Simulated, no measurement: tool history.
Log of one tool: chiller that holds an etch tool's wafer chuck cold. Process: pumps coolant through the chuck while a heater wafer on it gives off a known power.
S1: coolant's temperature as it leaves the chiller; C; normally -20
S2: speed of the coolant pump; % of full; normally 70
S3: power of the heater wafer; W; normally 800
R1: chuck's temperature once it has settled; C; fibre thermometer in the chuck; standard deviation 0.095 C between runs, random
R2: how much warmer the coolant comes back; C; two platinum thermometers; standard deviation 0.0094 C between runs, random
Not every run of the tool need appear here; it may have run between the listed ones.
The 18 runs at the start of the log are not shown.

-- day=15.942 coolant pump overhauled
run 19 day=17.05 | S1=-29 S2=61 S3=890 | R1=-17.23 R2=2.757
-- day=18.15 coolant pump overhauled, once more
run 20 day=18.429 | S1=-29 S2=79 S3=893 | R1=-19.37 R2=2.118
run 21 day=19.192 | S1=-29 S2=79 S3=893 | R1=-19.4 R2=2.113
run 22 day=19.879 | S1=-14 S2=93 S3=530 | R1=-9 R2=1.062
run 23 day=20.725 | S1=-20 S2=70 S3=667 | R1=-12.15 R2=1.78
run 24 day=21.783 | S1=-20 S2=90 S3=800 | R1=-12.26 R2=1.665
run 25 day=22.688 | S1=-17 S2=87 S3=892 | R1=-8.17 R2=1.917
run 26 day=23.917 | S1=-17 S2=87 S3=892 | R1=-7.82 R2=1.924
run 27 day=25.012 | S1=-29 S2=77 S3=424 | R1=-24.38 R2=1.04
run 28 day=25.525 | S1=-28 S2=75 S3=435 | R1=-23.04 R2=1.085
run 29 day=26.296 | S1=-20 S2=86 S3=800 | R1=-12.05 R2=1.718
run 30 day=26.979 | S1=-20 S2=86 S3=800 | R1=-12.03 R2=1.748
run 31 day=27.854 | S1=-20 S2=86 S3=800 | R1=-11.87 R2=1.745

Forecast each of these 5 alternatives for the next run:
run A day=28.738 | S1=-24 S2=70 S3=490 | R1=? R2=?
run B day=28.738 | S1=-17 S2=66 S3=549 | R1=? R2=?
run C day=28.738 | S1=-16 S2=67 S3=902 | R1=? R2=?
run D day=28.738 | S1=-16 S2=70 S3=800 | R1=? R2=?
run E day=28.738 | S1=-29 S2=86 S3=800 | R1=? R2=?

run=A R1=-18.21 R2=1.324
run=B R1=-10.1 R2=1.559
run=C R1=-4.78 R2=2.516
run=D R1=-6.57 R2=2.142
run=E R1=-21.05 R2=1.749
What these runs would have given with no unlogged condition in the tool:
run=A R1=-18.75 R2=1.312
run=B R1=-10.71 R2=1.545
run=C R1=-5.73 R2=2.494
run=D R1=-7.39 R2=2.123
run=E R1=-21.77 R2=1.733
